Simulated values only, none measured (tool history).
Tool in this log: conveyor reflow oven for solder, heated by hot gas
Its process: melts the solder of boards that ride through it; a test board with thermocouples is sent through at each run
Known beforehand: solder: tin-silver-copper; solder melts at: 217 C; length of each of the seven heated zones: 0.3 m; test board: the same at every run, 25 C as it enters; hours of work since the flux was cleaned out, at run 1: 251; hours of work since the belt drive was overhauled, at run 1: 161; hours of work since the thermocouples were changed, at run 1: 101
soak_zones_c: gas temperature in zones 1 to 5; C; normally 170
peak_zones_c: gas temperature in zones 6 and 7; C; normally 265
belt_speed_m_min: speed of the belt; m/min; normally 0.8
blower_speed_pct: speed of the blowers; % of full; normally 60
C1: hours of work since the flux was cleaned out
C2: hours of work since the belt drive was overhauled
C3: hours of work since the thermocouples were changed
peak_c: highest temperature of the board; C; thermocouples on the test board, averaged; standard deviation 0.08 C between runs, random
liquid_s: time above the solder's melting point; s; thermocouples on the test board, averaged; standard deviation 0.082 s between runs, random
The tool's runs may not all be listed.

{"run": 1, "hour": 0.0, "soak_zones_c": 170, "peak_zones_c": 265, "belt_speed_m_min": 0.8, "blower_speed_pct": 60, "C1": 251, "C2": 161, "C3": 101, "peak_c": 242.03, "liquid_s": 26.51}
{"run": 2, "hour": 4.9, "soak_zones_c": 170, "peak_zones_c": 265, "belt_speed_m_min": 0.8, "blower_speed_pct": 60, "C1": 253, "C2": 163, "C3": 104, "peak_c": 242.08, "liquid_s": 26.44}
{"run": 3, "hour": 10.6, "soak_zones_c": 170, "peak_zones_c": 265, "belt_speed_m_min": 0.8, "blower_speed_pct": 67, "C1": 256, "C2": 166, "C3": 106, "peak_c": 244.84, "liquid_s": 28.6}
{"run": 4, "hour": 16.4, "soak_zones_c": 170, "peak_zones_c": 265, "belt_speed_m_min": 0.8, "blower_speed_pct": 67, "C1": 259, "C2": 168, "C3": 109, "peak_c": 244.65, "liquid_s": 28.56}
{"run": 5, "hour": 23.0, "soak_zones_c": 170, "peak_zones_c": 265, "belt_speed_m_min": 0.8, "blower_speed_pct": 67, "C1": 262, "C2": 172, "C3": 112, "peak_c": 244.85, "liquid_s": 28.54}
{"run": 6, "hour": 32.3, "soak_zones_c": 170, "peak_zones_c": 263, "belt_speed_m_min": 0.8, "blower_speed_pct": 67, "C1": 266, "C2": 176, "C3": 117, "peak_c": 243.21, "liquid_s": 27.63}
{"run": 7, "hour": 37.0, "soak_zones_c": 170, "peak_zones_c": 263, "belt_speed_m_min": 0.8, "blower_speed_pct": 67, "C1": 268, "C2": 178, "C3": 119, "peak_c": 243.16, "liquid_s": 27.84}
{"run": 8, "hour": 41.5, "soak_zones_c": 170, "peak_zones_c": 265, "belt_speed_m_min": 0.64, "blower_speed_pct": 60, "C1": 270, "C2": 180, "C3": 121, "peak_c": 250.04, "liquid_s": 40.09}
{"run": 9, "hour": 46.9, "soak_zones_c": 170, "peak_zones_c": 269, "belt_speed_m_min": 0.8, "blower_speed_pct": 60, "C1": 273, "C2": 183, "C3": 124, "peak_c": 245.34, "liquid_s": 28.33}
{"run": 10, "hour": 51.9, "soak_zones_c": 170, "peak_zones_c": 265, "belt_speed_m_min": 0.8, "blower_speed_pct": 60, "C1": 275, "C2": 185, "C3": 126, "peak_c": 242.07, "liquid_s": 26.58}
{"run": 11, "hour": 59.0, "soak_zones_c": 169, "peak_zones_c": 265, "belt_speed_m_min": 0.8, "blower_speed_pct": 60, "C1": 279, "C2": 189, "C3": 129, "peak_c": 241.88, "liquid_s": 26.23}
{"run": 12, "hour": 66.4, "soak_zones_c": 170, "peak_zones_c": 265, "belt_speed_m_min": 0.8, "blower_speed_pct": 60, "C1": 282, "C2": 192, "C3": 133, "peak_c": 242.23, "liquid_s": 26.5}
{"run": 13, "hour": 72.3, "soak_zones_c": 170, "peak_zones_c": 265, "belt_speed_m_min": 0.8, "blower_speed_pct": 73, "C1": 285, "C2": 195, "C3": 136, "peak_c": 246.67, "liquid_s": 29.93}
{"run": 14, "hour": 79.0, "soak_zones_c": 170, "peak_zones_c": 265, "belt_speed_m_min": 0.8, "blower_speed_pct": 60, "C1": 288, "C2": 198, "C3": 139, "peak_c": 242.16, "liquid_s": 26.42}
{"run": 15, "hour": 87.8, "soak_zones_c": 170, "peak_zones_c": 265, "belt_speed_m_min": 0.8, "blower_speed_pct": 54, "C1": 293, "C2": 202, "C3": 143, "peak_c": 239.29, "liquid_s": 24.28}
{"run": 16, "hour": 94.1, "soak_zones_c": 176, "peak_zones_c": 271, "belt_speed_m_min": 0.8, "blower_speed_pct": 54, "C1": 296, "C2": 205, "C3": 146, "peak_c": 245.74, "liquid_s": 29.52}
{"run": 17, "hour": 98.3, "soak_zones_c": 176, "peak_zones_c": 271, "belt_speed_m_min": 0.8, "blower_speed_pct": 54, "C1": 298, "C2": 207, "C3": 148, "peak_c": 245.8, "liquid_s": 29.46}
{"run": 18, "hour": 105.1, "soak_zones_c": 173, "peak_zones_c": 271, "belt_speed_m_min": 0.8, "blower_speed_pct": 60, "C1": 301, "C2": 211, "C3": 151, "peak_c": 247.7, "liquid_s": 30.3}
{"run": 19, "hour": 112.0, "soak_zones_c": 173, "peak_zones_c": 271, "belt_speed_m_min": 0.8, "blower_speed_pct": 60, "C1": 304, "C2": 214, "C3": 155, "peak_c": 247.77, "liquid_s": 30.28}
{"run": 20, "hour": 119.7, "soak_zones_c": 163, "peak_zones_c": 268, "belt_speed_m_min": 0.906, "blower_speed_pct": 60, "C1": 308, "C2": 217, "C3": 158, "peak_c": 236.9, "liquid_s": 18.41}
{"run": 21, "hour": 129.4, "soak_zones_c": 185, "peak_zones_c": 280, "belt_speed_m_min": 0.766, "blower_speed_pct": 60, "C1": 312, "C2": 222, "C3": 163, "peak_c": 259.7, "liquid_s": 40.2}
{"run": 22, "hour": 139.2, "soak_zones_c": 185, "peak_zones_c": 280, "belt_speed_m_min": 0.766, "blower_speed_pct": 60, "C1": 317, "C2": 227, "C3": 167, "peak_c": 259.67, "liquid_s": 40.11}
{"run": 23, "hour": 144.3, "soak_zones_c": 177, "peak_zones_c": 280, "belt_speed_m_min": 0.766, "blower_speed_pct": 60, "C1": 319, "C2": 229, "C3": 170, "peak_c": 257.74, "liquid_s": 37.64}
{"run": 24, "hour": 149.3, "soak_zones_c": 177, "peak_zones_c": 280, "belt_speed_m_min": 0.766, "blower_speed_pct": 60, "C1": 322, "C2": 232, "C3": 172, "peak_c": 257.76, "liquid_s": 37.47}
{"run": 25, "hour": 154.3, "soak_zones_c": 173, "peak_zones_c": 265, "belt_speed_m_min": 0.8, "blower_speed_pct": 50, "C1": 324, "C2": 234, "C3": 175, "peak_c": 237.96, "liquid_s": 23.57}
{"run": 26, "hour": 160.3, "soak_zones_c": 173, "peak_zones_c": 277, "belt_speed_m_min": 0.8, "blower_speed_pct": 59, "C1": 327, "C2": 237, "C3": 177, "peak_c": 252.06, "liquid_s": 32.41}
{"run": 27, "hour": 169.9, "soak_zones_c": 170, "peak_zones_c": 278, "belt_speed_m_min": 0.8, "blower_speed_pct": 76, "C1": 332, "C2": 241, "C3": 182, "peak_c": 258.63, "liquid_s": 35.17}
{"run": 28, "hour": 178.7, "soak_zones_c": 170, "peak_zones_c": 278, "belt_speed_m_min": 0.8, "blower_speed_pct": 76, "C1": 336, "C2": 246, "C3": 186, "peak_c": 258.52, "liquid_s": 35.21}
{"run": 29, "hour": 183.5, "soak_zones_c": 170, "peak_zones_c": 265, "belt_speed_m_min": 0.785, "blower_speed_pct": 61, "C1": 338, "C2": 248, "C3": 188, "peak_c": 242.96, "liquid_s": 27.84}
{"run": 30, "hour": 188.2, "soak_zones_c": 170, "peak_zones_c": 265, "belt_speed_m_min": 0.785, "blower_speed_pct": 85, "C1": 340, "C2": 250, "C3": 191, "peak_c": 250.24, "liquid_s": 32.9}

Some steps in peak_c between neighbouring runs. How much of each would the tool show without its hidden state too (settings, what came in, random variation), and how much is left for the hidden state, with any gauge scatter that isn't in both results?
Hidden state present: heat that the gas passes to the board, % of a clean oven's; belt's true speed, % of the reading; true gas temperature in zones 6 and 7 over the reading, C; drift of the gauge itself on peak_c, C; drift of the gauge itself on liquid_s, %.
Run 7 -> 8: peak_zones_c 263 -> 265, belt_speed_m_min 0.8 -> 0.64, blower_speed_pct 67 -> 60. peak_c +6.88 C: hidden state +0.38, all else +6.5.
Run 8 -> 9: peak_zones_c 265 -> 269, belt_speed_m_min 0.64 -> 0.8. peak_c -4.7 C: hidden state -0.38, all else -4.32.
Run 20 -> 21: soak_zones_c 163 -> 185, peak_zones_c 268 -> 280, belt_speed_m_min 0.906 -> 0.766. peak_c +22.8 C: hidden state +0.47, all else +22.33.
Run 24 -> 25: soak_zones_c 177 -> 173, peak_zones_c 280 -> 265, belt_speed_m_min 0.766 -> 0.8, blower_speed_pct 60 -> 50. peak_c -19.8 C: hidden state +0.18, all else -19.98.
Run 28 -> 29: peak_zones_c 278 -> 265, belt_speed_m_min 0.8 -> 0.785, blower_speed_pct 76 -> 61. peak_c -15.56 C: hidden state +0.32, all else -15.88.

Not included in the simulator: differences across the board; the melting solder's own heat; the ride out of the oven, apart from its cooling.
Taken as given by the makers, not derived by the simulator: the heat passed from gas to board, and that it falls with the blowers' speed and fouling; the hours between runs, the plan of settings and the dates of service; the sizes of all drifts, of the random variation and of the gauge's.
